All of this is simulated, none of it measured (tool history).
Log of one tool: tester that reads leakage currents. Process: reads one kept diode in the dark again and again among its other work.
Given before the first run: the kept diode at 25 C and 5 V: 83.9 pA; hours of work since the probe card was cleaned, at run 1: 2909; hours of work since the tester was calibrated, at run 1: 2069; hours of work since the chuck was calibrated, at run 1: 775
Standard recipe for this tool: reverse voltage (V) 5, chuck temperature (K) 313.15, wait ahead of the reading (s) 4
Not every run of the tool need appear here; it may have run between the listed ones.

run	day	reverse voltage (V)	chuck temperature (K)	wait ahead of the reading (s)	hours of work since the probe card was cleaned	hours of work since the tester was calibrated	hours of work since the chuck was calibrated	current that the tester gives (pA)
1	0	5	313.15	4	2909	2069	775	271.17
2	2.75	5	313.15	4	2941	2102	807	270.23
3	5.2	5	315.15	4	2970	2131	836	312.77
4	7.725	5	313.15	4	3000	2160	866	270.34
5	9.696	5	313.15	0.34	3024	2184	889	271.37
6	13.838	5	313.15	0.34	3072	2233	938	272.93
7	16.921	5	313.15	0.34	3109	2269	975	272.16
8	21.275	5	313.15	4	3160	2321	1026	269.21
9	25.35	5	313.15	4	3208	2369	1074	269.57
# day 29.012: chuck's temperature calibrated
10	29.808	5	313.15	4	3260	2420	9	270.1
11	33.075	5	313.15	4	3299	2459	48	269.63
12	36.267	5	313.15	4	3337	2497	86	270.34
13	39.729	5	313.15	2.49	3377	2538	127	270.79
14	42.446	5	313.15	2.49	3409	2570	159	268.48
# day 45.388: probe card cleaned and baked
15	46.833	5	313.15	2.49	17	2620	209	269.42
16	48.738	12.48	313.15	4	40	2643	232	370.84
17	52.088	5	313.15	4	79	2682	271	270.11
18	56.029	5	313.15	4	126	2729	318	270.97
19	59.038	7.67	313.15	4	161	2764	353	311.59
20	61.354	7.67	313.15	4	189	2792	381	312.02
21	65.646	7.67	313.15	4	239	2842	431	312.12
22	67.725	7.67	313.15	4	264	2867	456	311.66
23	69.621	6.59	323.15	5.89	286	2889	478	609.23
24	73.046	17.27	323.15	5.89	327	2930	519	845.77
25	76.429	3.16	319.15	4	367	2970	559	356.78
26	80.779	3.16	319.15	4	418	3021	610	355.79
27	83.138	2.2	301.15	0.63	446	3049	638	81.45
28	86.117	9.95	327.15	1.34	481	3084	673	920
29	90.492	5	305.15	3.28	533	3136	725	146.66
30	93.412	5	305.15	3.28	567	3170	759	146.76
31	96.792	5.23	305.15	3.28	607	3210	799	149.79
32	99.512	10.95	313.15	4	640	3243	832	351.36
33	102.558	10.95	313.15	4	676	3279	868	352.41
34	106.446	10.95	313.15	4	721	3324	913	353.67
35	108.333	10.45	297.15	0.36	744	3347	936	106.56
36	110.708	7.8	314.15	1.13	772	3375	964	339
37	112.517	7.8	314.15	1.13	793	3396	985	339.21
38	114.688	7.86	326.15	1.77	819	3422	1011	793.4
39	118.983	4.69	298.15	2.54	870	3473	1062	82.52
40	121.625	4.69	298.15	2.54	901	3504	1093	82.15
# day 123.867: chuck's temperature calibrated
41	123.888	4.69	298.15	2.54	927	3530	0	83.36

Predict each of these 3 candidate next runs independently; none follows another, all start after run 41:
A	125.904	4.38	326.15	0.51	950	3553	24	?
B	125.904	2.11	316.15	2.28	950	3553	24	?
C	125.904	6.28	313.15	9.86	950	3553	24	?

run	current that the tester gives (pA)
A	650.43
B	250.05
C	291.67
What these runs would have given with no unlogged condition in the tool:
run	current that the tester gives (pA)
A	650.28
B	249.99
C	291.58

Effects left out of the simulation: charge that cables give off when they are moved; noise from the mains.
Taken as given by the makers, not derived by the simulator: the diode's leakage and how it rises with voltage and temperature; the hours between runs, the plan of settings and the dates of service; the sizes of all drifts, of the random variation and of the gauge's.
